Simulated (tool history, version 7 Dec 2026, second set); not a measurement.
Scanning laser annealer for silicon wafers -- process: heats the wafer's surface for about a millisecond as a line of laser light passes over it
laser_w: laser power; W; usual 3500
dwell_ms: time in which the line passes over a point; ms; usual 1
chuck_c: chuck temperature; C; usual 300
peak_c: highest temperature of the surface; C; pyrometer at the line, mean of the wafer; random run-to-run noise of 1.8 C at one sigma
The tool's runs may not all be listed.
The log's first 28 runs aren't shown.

run,hour,laser_w,dwell_ms,chuck_c,peak_c
# hour 1023.7: window over the wafer cleaned
29,1057.4,3087,0.73,307,807
30,1097,3166,1.21,339,1029
31,1138.1,3166,1.21,339,1026
32,1190.3,3689,1.06,339,1106
33,1237.5,3689,1.06,339,1097
34,1283.9,3689,1.06,339,1094
35,1312.4,3500,1.23,300,1069
36,1338,3077,1.2,260,900
37,1370.7,3077,1.2,260,897
38,1407.7,3027,0.89,335,856
39,1460,3027,0.89,335,849
40,1504,3027,0.89,335,848

Each row is a separate what-if for the run after 40, all from the same tool condition, not one after another. Results?
A,1525.5,3597,1,300,?
B,1525.5,3820,1.08,317,?
C,1525.5,3412,0.71,270,?

run,peak_c
A,984
B,1084
C,788
What these runs would have given with no unlogged condition in the tool:
run,peak_c
A,1044
B,1153
C,834

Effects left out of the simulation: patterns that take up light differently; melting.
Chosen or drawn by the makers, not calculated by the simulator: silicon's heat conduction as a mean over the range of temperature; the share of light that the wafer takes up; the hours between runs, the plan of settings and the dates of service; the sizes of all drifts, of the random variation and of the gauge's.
